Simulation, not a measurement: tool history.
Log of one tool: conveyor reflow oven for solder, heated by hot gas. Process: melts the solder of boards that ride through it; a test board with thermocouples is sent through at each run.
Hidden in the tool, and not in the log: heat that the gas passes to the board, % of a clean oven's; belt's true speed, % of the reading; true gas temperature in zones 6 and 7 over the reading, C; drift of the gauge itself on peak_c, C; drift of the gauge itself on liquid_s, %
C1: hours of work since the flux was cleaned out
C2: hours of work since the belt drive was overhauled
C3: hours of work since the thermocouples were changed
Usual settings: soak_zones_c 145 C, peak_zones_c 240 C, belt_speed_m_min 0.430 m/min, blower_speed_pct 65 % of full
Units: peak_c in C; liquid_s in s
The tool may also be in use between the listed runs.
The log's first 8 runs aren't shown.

Run 9, hour 187.7: usual settings but peak_zones_c 236 C, blower_speed_pct 78 % of full; C1 407; C2 448; C3 560. Result: peak_c 221.0 C, liquid_s 80.0 s.
Run 10, hour 208.5: usual settings; C1 419; C2 460; C3 572. Result: peak_c 221.7 C, liquid_s 79.7 s.
Run 11, hour 230.4: usual settings; C1 432; C2 473; C3 584. Result: peak_c 220.9 C, liquid_s 79.9 s.
Run 12, hour 247.6: usual settings; C1 441; C2 483; C3 594. Result: peak_c 221.4 C, liquid_s 80.0 s.
Run 13, hour 264.3: usual settings; C1 451; C2 492; C3 604. Result: peak_c 220.4 C, liquid_s 80.2 s.
Run 14, hour 283.6: usual settings but soak_zones_c 139 C; C1 462; C2 503; C3 615. Result: peak_c 220.5 C, liquid_s 75.8 s.
At hour 306.1: flux residue cleaned out of gas plates and filters.
Run 15, hour 308.9: usual settings but soak_zones_c 139 C; C1 2; C2 515; C3 626. Result: peak_c 223.6 C, liquid_s 78.0 s.
Run 16, hour 323.0: usual settings; C1 10; C2 523; C3 634. Result: peak_c 224.0 C, liquid_s 82.0 s.
Run 17, hour 349.2: usual settings; C1 25; C2 538; C3 650. Result: peak_c 223.3 C, liquid_s 82.6 s.
Run 18, hour 361.8: usual settings but soak_zones_c 136 C, peak_zones_c 243 C, belt_speed_m_min 0.373 m/min, blower_speed_pct 85 % of full; C1 32; C2 545; C3 657. Result: peak_c 233.7 C, liquid_s 99.3 s.
Run 19, hour 385.6: usual settings but soak_zones_c 132 C, peak_zones_c 238 C, belt_speed_m_min 0.469 m/min; C1 46; C2 559; C3 670. Result: peak_c 216.7 C, liquid_s 62.6 s.
Run 20, hour 405.7: usual settings but soak_zones_c 134 C, peak_zones_c 239 C, blower_speed_pct 67 % of full; C1 57; C2 570; C3 682. Result: peak_c 220.8 C, liquid_s 75.2 s.
Run 21, hour 422.9: usual settings but soak_zones_c 158 C, peak_zones_c 235 C, belt_speed_m_min 0.509 m/min, blower_speed_pct 52 % of full; C1 67; C2 580; C3 692. Result: peak_c 213.4 C, liquid_s 65.9 s.
Run 22, hour 447.8: usual settings but peak_zones_c 231 C, belt_speed_m_min 0.385 m/min; C1 81; C2 594; C3 706. Result: peak_c 219.8 C, liquid_s 89.6 s.
Run 23, hour 466.9: usual settings but peak_zones_c 231 C, belt_speed_m_min 0.385 m/min; C1 92; C2 605; C3 717. Result: peak_c 218.5 C, liquid_s 88.6 s.
Run 24, hour 483.7: usual settings but soak_zones_c 142 C, peak_zones_c 241 C; C1 102; C2 615; C3 727. Result: peak_c 223.1 C, liquid_s 80.4 s.
Run 25, hour 506.1: usual settings but soak_zones_c 135 C, peak_zones_c 252 C, blower_speed_pct 60 % of full; C1 115; C2 628; C3 739. Result: peak_c 230.2 C, liquid_s 83.1 s.
Run 26, hour 519.4: usual settings but soak_zones_c 135 C, peak_zones_c 252 C, blower_speed_pct 60 % of full; C1 122; C2 635; C3 747. Result: peak_c 229.7 C, liquid_s 83.2 s.
Run 27, hour 537.1: usual settings but soak_zones_c 140 C, peak_zones_c 252 C, blower_speed_pct 70 % of full; C1 132; C2 646; C3 757. Result: peak_c 234.0 C, liquid_s 86.9 s.
Run 28, hour 548.8: usual settings but soak_zones_c 140 C, peak_zones_c 252 C, blower_speed_pct 70 % of full; C1 139; C2 652; C3 764. Result: peak_c 234.1 C, liquid_s 86.9 s.

Forecast run 29:
Run 29, hour 567.5: usual settings but belt_speed_m_min 0.391 m/min; C1 150; C2 663; C3 775. Result: peak_c ?, liquid_s ?.

{"run 29": {"peak_c": 226.3, "liquid_s": 94.1}}
Without the tool's hidden state the same run would have given peak_c 226.1 C, liquid_s 93.2 s.

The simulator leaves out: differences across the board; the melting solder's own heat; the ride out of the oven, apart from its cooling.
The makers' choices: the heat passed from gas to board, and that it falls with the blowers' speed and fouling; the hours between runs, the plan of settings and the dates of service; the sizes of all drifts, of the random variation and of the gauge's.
